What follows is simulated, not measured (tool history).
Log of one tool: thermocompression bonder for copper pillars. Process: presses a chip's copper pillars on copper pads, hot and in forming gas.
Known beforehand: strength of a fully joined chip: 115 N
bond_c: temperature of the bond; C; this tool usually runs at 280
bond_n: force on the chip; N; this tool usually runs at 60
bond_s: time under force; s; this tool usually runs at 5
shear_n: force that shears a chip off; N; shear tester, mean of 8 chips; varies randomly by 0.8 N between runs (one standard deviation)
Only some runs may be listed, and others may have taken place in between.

run    hour  bond_c  bond_n  bond_s  shear_n
  1     0.0     280      60       5     63.3
  2    70.3     280      60       5     64.0
  3   103.6     280      60       9     75.9
  4   160.2     280      60       9     74.6
  5   227.5     280      60       9     74.0
  6   288.1     262      60       5     53.5
  7   350.9     262      60       5     53.3
  8   425.7     293      60       5     67.3
  9   469.6     293      60       5     66.5
 10   509.0     293      60       5     66.0
      538.4  -- forming gas filter changed
 11   582.3     293      60       5     73.0
 12   625.7     293      60       5     71.8
 13   675.2     293      60       5     71.3
 14   739.8     280      60       5     65.7
 15   793.7     280      60       5     64.7
 16   846.4     280      60       5     62.6
 17   906.8     280      65       5     66.4
 18   955.4     280      65       5     64.9
 19  1014.6     262      60       5     54.1
 20  1081.8     280      64      10     77.7
 21  1133.9     280      60       7     70.8
     1185.0  -- forming gas filter changed
 22  1185.0     262      60       5     59.9
 23  1255.7     262      60       5     57.4
 24  1318.9     290      63       5     71.7
 25  1369.9     280      41       7     62.1
     1403.3  -- heater calibrated with a thermocouple chip
 26  1429.8     290      60       5     66.0
 27  1466.6     283      76      15     89.9
 28  1524.1     276      60       5     56.7
 29  1556.1     276      60       5     58.3
 30  1623.3     260      79       5     55.9
 31  1692.3     271      60       5     54.7
 32  1750.9     287      52       3     48.8
 33  1807.7     287      52       3     48.5
     1834.4  -- forming gas filter changed
 34  1844.7     287      52       3     52.4
 35  1893.6     287      52       3     52.7
 36  1945.2     280      56       4     57.2
 37  1991.3     284      60      10     78.1

Branching from run 37: 3 alternative next runs. What would each branch give?
  A  2053.7     285      77      10        ?
  B  2053.7     280      60      14        ?
  C  2053.7     280      82       5        ?

run  shear_n
  A     83.1
  B     83.7
  C     70.8
Take away the tool's hidden state, keep each run's random variation, and the runs would have read:
run  shear_n
  A     85.0
  B     85.5
  C     72.1
